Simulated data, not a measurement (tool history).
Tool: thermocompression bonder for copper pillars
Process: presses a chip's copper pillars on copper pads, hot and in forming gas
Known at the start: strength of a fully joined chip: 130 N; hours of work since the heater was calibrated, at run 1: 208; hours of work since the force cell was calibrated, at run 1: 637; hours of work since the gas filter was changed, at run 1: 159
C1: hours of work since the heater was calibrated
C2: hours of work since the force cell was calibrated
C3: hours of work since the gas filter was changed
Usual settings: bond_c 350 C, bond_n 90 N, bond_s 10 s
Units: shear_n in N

Run 1, hour 0: usual settings; C1 208; C2 637; C3 159. Result: shear_n 93.1 N.
Run 2, hour 27.1: usual settings; C1 226; C2 656; C3 178. Result: shear_n 93.2 N.
Run 3, hour 76.4: usual settings but bond_n 77 N; C1 261; C2 691; C3 212. Result: shear_n 87.3 N.
At hour 81: forming gas filter changed.
Run 4, hour 102.6: usual settings but bond_n 77 N; C1 279; C2 708; C3 15. Result: shear_n 88.6 N.
Run 5, hour 148.6: usual settings but bond_n 77 N; C1 311; C2 740; C3 47. Result: shear_n 87.9 N.
Run 6, hour 184.2: usual settings but bond_n 77 N, bond_s 21 s; C1 335; C2 765; C3 72. Result: shear_n 105.2 N.
At hour 211.3: force cell calibrated.
Run 7, hour 224.2: usual settings but bond_n 71 N, bond_s 21 s; C1 362; C2 9; C3 99. Result: shear_n 102.8 N.
Run 8, hour 253.4: usual settings but bond_n 71 N, bond_s 21 s; C1 383; C2 29; C3 119. Result: shear_n 102.9 N.
Run 9, hour 282.1: usual settings but bond_n 71 N, bond_s 21 s; C1 403; C2 49; C3 139. Result: shear_n 102.2 N.
Run 10, hour 308.7: usual settings but bond_s 28 s; C1 421; C2 68; C3 157. Result: shear_n 114.3 N.
Run 11, hour 354.1: usual settings but bond_n 76 N; C1 453; C2 99; C3 189. Result: shear_n 87.2 N.
At hour 389.2: forming gas filter changed.
Run 12, hour 405.7: usual settings but bond_c 360 C, bond_n 58 N, bond_s 5 s; C1 488; C2 135; C3 11. Result: shear_n 66.9 N.
Run 13, hour 458.9: usual settings but bond_c 360 C, bond_n 64 N, bond_s 6 s; C1 525; C2 172; C3 49. Result: shear_n 74.9 N.
Run 14, hour 516.1: usual settings but bond_c 332 C, bond_n 60 N; C1 565; C2 212; C3 88. Result: shear_n 72.2 N.
Run 15, hour 551.4: usual settings but bond_c 332 C, bond_n 60 N; C1 590; C2 236; C3 113. Result: shear_n 71.4 N.
Run 16, hour 584.2: usual settings but bond_c 360 C, bond_n 63 N, bond_s 29 s; C1 612; C2 259; C3 136. Result: shear_n 108.8 N.
Run 17, hour 614.1: usual settings but bond_c 346 C, bond_n 79 N, bond_s 20 s; C1 633; C2 280; C3 157. Result: shear_n 103.8 N.
Run 18, hour 659.6: usual settings but bond_c 377 C, bond_n 77 N, bond_s 22 s; C1 665; C2 312; C3 188. Result: shear_n 115.7 N.
At hour 697.8: forming gas filter changed.
Run 19, hour 698.7: usual settings but bond_c 342 C, bond_n 95 N, bond_s 18 s; C1 692; C2 339; C3 1. Result: shear_n 105.1 N.

Forecast each of these 4 alternatives for the next run:
Run A, hour 752.8: usual settings but bond_c 342 C, bond_n 95 N, bond_s 8 s; C1 729; C2 376; C3 38. Result: shear_n ?.
Run B, hour 752.8: usual settings but bond_c 323 C, bond_n 95 N, bond_s 18 s; C1 729; C2 376; C3 38. Result: shear_n ?.
Run C, hour 752.8: usual settings but bond_c 369 C, bond_n 100 N, bond_s 8 s; C1 729; C2 376; C3 38. Result: shear_n ?.
Run D, hour 752.8: usual settings but bond_c 367 C, bond_n 98 N, bond_s 9 s; C1 729; C2 376; C3 38. Result: shear_n ?.

run  shear_n
  A     87.5
  B       96
  C     99.7
  D    101.7
Without the tool's hidden state the same runs would have given:
run  shear_n
  A     86.2
  B     94.6
  C     98.3
  D    100.3

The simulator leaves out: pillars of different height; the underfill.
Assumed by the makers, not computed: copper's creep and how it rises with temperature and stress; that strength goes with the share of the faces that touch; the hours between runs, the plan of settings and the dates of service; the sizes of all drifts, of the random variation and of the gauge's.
